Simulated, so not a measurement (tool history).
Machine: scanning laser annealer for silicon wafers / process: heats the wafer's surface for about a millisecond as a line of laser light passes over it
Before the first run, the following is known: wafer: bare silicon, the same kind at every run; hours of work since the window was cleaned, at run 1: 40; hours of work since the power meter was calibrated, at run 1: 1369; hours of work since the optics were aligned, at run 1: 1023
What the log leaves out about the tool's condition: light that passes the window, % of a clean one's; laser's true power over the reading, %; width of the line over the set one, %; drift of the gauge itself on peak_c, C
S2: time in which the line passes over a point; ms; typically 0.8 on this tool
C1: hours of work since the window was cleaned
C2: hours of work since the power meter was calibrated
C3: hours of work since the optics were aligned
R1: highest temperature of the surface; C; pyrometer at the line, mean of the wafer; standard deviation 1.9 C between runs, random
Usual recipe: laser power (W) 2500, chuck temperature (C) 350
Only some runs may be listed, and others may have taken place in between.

run 1 hour=0 | laser_power_(W)=2500 S2=0.8 chuck_temperature_(C)=350 | C1=40 C2=1369 C3=1023 | R1=1149
run 2 hour=62 | laser_power_(W)=2500 S2=0.8 chuck_temperature_(C)=350 | C1=80 C2=1409 C3=1063 | R1=1145
run 3 hour=122.5 | laser_power_(W)=2500 S2=0.8 chuck_temperature_(C)=350 | C1=119 C2=1448 C3=1102 | R1=1140
run 4 hour=159.4 | laser_power_(W)=2500 S2=0.8 chuck_temperature_(C)=378 | C1=143 C2=1472 C3=1126 | R1=1164
run 5 hour=219.6 | laser_power_(W)=2500 S2=0.8 chuck_temperature_(C)=378 | C1=182 C2=1511 C3=1165 | R1=1165
run 6 hour=257 | laser_power_(W)=2500 S2=0.8 chuck_temperature_(C)=350 | C1=207 C2=1536 C3=1190 | R1=1134
run 7 hour=335 | laser_power_(W)=2500 S2=0.8 chuck_temperature_(C)=316 | C1=257 C2=1586 C3=1240 | R1=1090
run 8 hour=379.7 | laser_power_(W)=2500 S2=0.8 chuck_temperature_(C)=356 | C1=286 C2=1615 C3=1269 | R1=1131
run 9 hour=458.3 | laser_power_(W)=2500 S2=0.8 chuck_temperature_(C)=356 | C1=337 C2=1666 C3=1320 | R1=1125
run 10 hour=525.6 | laser_power_(W)=2500 S2=0.8 chuck_temperature_(C)=350 | C1=381 C2=1710 C3=1364 | R1=1113
-- hour=538.7 window over the wafer cleaned
run 11 hour=586.5 | laser_power_(W)=2500 S2=0.8 chuck_temperature_(C)=350 | C1=31 C2=1748 C3=1402 | R1=1145
run 12 hour=630.8 | laser_power_(W)=2500 S2=0.767 chuck_temperature_(C)=350 | C1=60 C2=1777 C3=1431 | R1=1122
run 13 hour=675.2 | laser_power_(W)=2500 S2=0.767 chuck_temperature_(C)=350 | C1=89 C2=1806 C3=1460 | R1=1121
run 14 hour=742.6 | laser_power_(W)=2664 S2=0.8 chuck_temperature_(C)=350 | C1=132 C2=1850 C3=1504 | R1=1195
run 15 hour=777.9 | laser_power_(W)=2500 S2=0.958 chuck_temperature_(C)=350 | C1=155 C2=1873 C3=1527 | R1=1216
-- hour=826.9 optics aligned, line set to its width
run 16 hour=830.9 | laser_power_(W)=2500 S2=0.8 chuck_temperature_(C)=378 | C1=187 C2=1904 C3=3 | R1=1176
run 17 hour=887.8 | laser_power_(W)=2500 S2=0.8 chuck_temperature_(C)=350 | C1=223 C2=1941 C3=40 | R1=1143
run 18 hour=965 | laser_power_(W)=2500 S2=0.8 chuck_temperature_(C)=350 | C1=274 C2=1991 C3=90 | R1=1138
run 19 hour=1003.1 | laser_power_(W)=2500 S2=0.811 chuck_temperature_(C)=350 | C1=298 C2=2016 C3=114 | R1=1143
run 20 hour=1076 | laser_power_(W)=2500 S2=0.8 chuck_temperature_(C)=350 | C1=346 C2=2063 C3=162 | R1=1129
run 21 hour=1130.8 | laser_power_(W)=2612 S2=0.878 chuck_temperature_(C)=350 | C1=381 C2=2099 C3=197 | R1=1211
-- hour=1146.7 window over the wafer cleaned
run 22 hour=1215.3 | laser_power_(W)=2664 S2=0.8 chuck_temperature_(C)=350 | C1=45 C2=2152 C3=251 | R1=1218
run 23 hour=1286.9 | laser_power_(W)=2301 S2=0.886 chuck_temperature_(C)=350 | C1=91 C2=2199 C3=297 | R1=1122
run 24 hour=1324.2 | laser_power_(W)=2500 S2=0.8 chuck_temperature_(C)=390 | C1=115 C2=2223 C3=322 | R1=1189
run 25 hour=1407.2 | laser_power_(W)=2331 S2=0.65 chuck_temperature_(C)=375 | C1=169 C2=2277 C3=376 | R1=1029
run 26 hour=1442.9 | laser_power_(W)=2331 S2=0.65 chuck_temperature_(C)=375 | C1=192 C2=2300 C3=399 | R1=1027
run 27 hour=1496.3 | laser_power_(W)=2331 S2=0.65 chuck_temperature_(C)=375 | C1=227 C2=2335 C3=433 | R1=1022
run 28 hour=1532.7 | laser_power_(W)=2147 S2=0.778 chuck_temperature_(C)=371 | C1=251 C2=2358 C3=457 | R1=1019
run 29 hour=1585 | laser_power_(W)=2500 S2=0.8 chuck_temperature_(C)=358 | C1=285 C2=2392 C3=491 | R1=1139
run 30 hour=1656.1 | laser_power_(W)=2500 S2=0.8 chuck_temperature_(C)=358 | C1=331 C2=2439 C3=537 | R1=1137
run 31 hour=1706.1 | laser_power_(W)=2500 S2=0.8 chuck_temperature_(C)=354 | C1=363 C2=2471 C3=570 | R1=1127
-- hour=1749.2 window over the wafer cleaned
run 32 hour=1773.3 | laser_power_(W)=2500 S2=0.587 chuck_temperature_(C)=330 | C1=16 C2=2513 C3=612 | R1=1010
run 33 hour=1818.1 | laser_power_(W)=2500 S2=0.587 chuck_temperature_(C)=330 | C1=45 C2=2542 C3=641 | R1=1006
run 34 hour=1891.8 | laser_power_(W)=2500 S2=0.587 chuck_temperature_(C)=330 | C1=93 C2=2590 C3=689 | R1=1005
run 35 hour=1965.5 | laser_power_(W)=2506 S2=0.972 chuck_temperature_(C)=321 | C1=140 C2=2638 C3=737 | R1=1208
run 36 hour=2001.9 | laser_power_(W)=2506 S2=0.972 chuck_temperature_(C)=321 | C1=164 C2=2662 C3=760 | R1=1205
run 37 hour=2069.2 | laser_power_(W)=2656 S2=0.563 chuck_temperature_(C)=348 | C1=208 C2=2705 C3=804 | R1=1041
run 38 hour=2146.6 | laser_power_(W)=2478 S2=0.563 chuck_temperature_(C)=313 | C1=258 C2=2756 C3=854 | R1=945
run 39 hour=2181.5 | laser_power_(W)=2703 S2=0.799 chuck_temperature_(C)=314 | C1=281 C2=2778 C3=877 | R1=1165
run 40 hour=2248.4 | laser_power_(W)=2387 S2=0.862 chuck_temperature_(C)=314 | C1=324 C2=2822 C3=920 | R1=1081

A few steps of R1 between consecutive runs. Split each: what settings, incoming material and random variation would produce without the hidden state, and what is left over for the hidden state, along with gauge scatter present in only one of the two compared results (measured, and without hidden state):
Run 10 -> 11: window over the wafer cleaned. R1 +32 C: hidden state +35, all else -3.
Run 21 -> 22: laser power (W) 2612 -> 2664, S2 0.878 -> 0.8, window over the wafer cleaned. R1 +7 C: hidden state +38, all else -31.
Run 31 -> 32: S2 0.8 -> 0.587, chuck temperature (C) 354 -> 330, window over the wafer cleaned. R1 -117 C: hidden state +38, all else -155.
Run 34 -> 35: laser power (W) 2500 -> 2506, S2 0.587 -> 0.972, chuck temperature (C) 330 -> 321. R1 +203 C: hidden state -13, all else +216.
Run 36 -> 37: laser power (W) 2506 -> 2656, S2 0.972 -> 0.563, chuck temperature (C) 321 -> 348. R1 -164 C: hidden state +3, all else -167.
Run 38 -> 39: laser power (W) 2478 -> 2703, S2 0.563 -> 0.799, chuck temperature (C) 313 -> 314. R1 +220 C: hidden state -16, all else +236.
